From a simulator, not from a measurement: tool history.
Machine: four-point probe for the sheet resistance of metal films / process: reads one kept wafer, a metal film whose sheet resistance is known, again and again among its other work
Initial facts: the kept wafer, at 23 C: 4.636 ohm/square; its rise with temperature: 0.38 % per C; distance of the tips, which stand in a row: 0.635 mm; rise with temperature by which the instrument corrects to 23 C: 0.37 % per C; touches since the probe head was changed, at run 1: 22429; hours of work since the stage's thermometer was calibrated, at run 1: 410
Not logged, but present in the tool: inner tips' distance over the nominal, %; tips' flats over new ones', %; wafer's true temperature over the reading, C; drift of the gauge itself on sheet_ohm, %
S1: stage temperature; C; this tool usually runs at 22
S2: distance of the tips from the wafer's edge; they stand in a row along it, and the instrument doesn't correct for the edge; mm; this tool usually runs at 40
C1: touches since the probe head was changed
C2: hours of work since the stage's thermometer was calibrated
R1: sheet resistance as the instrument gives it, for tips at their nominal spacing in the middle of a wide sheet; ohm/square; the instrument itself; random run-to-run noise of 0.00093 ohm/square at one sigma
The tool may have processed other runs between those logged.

run,hour,S1,S2,C1,C2,R1
1,0.0,22,40,22429,410,4.637046
2,43.3,22,40,25316,445,4.638158
3,96.7,22,40,28874,487,4.639782
4,149.9,22,40,32421,529,4.640739
5,176.5,22,40,34195,550,4.643855
6,205.4,22,40,36122,573,4.645302
7,241.4,22,11,38525,602,4.654384
8,274.7,22,11,40748,628,4.655382
9,315.7,22,11,43477,660,4.654564
10,338.1,22,11,44970,678,4.657471
11,369.5,22,40,47063,703,4.651190
12,415.6,22,40,50137,739,4.649759
13,462.4,22,40,53263,777,4.654963
14,502.1,22,40,55905,808,4.655865
15,530.4,23,40,57795,830,4.656011
16,566.4,23,40,60192,859,4.657998
17,614.1,23,40,63374,897,4.658116
18,652.8,23,40,65955,927,4.659422
19,706.5,19,63,69537,970,4.658604
20,731.6,20,25,71208,990,4.661791
# hour 760.2: new probe head fitted
21,786.1,31,21,1730,1032,4.646811
22,832.2,34,6,4801,1069,4.674900
23,871.6,18,9,7433,1100,4.653790
24,901.4,22,11,9420,1123,4.652815
25,936.2,23,11,11739,1151,4.653722
26,966.0,22,31,13725,1175,4.648331

Expected results for the next run?
27,989.8,34,36,15310,1193,?

{"run 27": {"R1": 4.653705}}
Take away the tool's hidden state, keep the run-to-run variation as it was, and the same run would have given R1 4.642117 ohm/square.
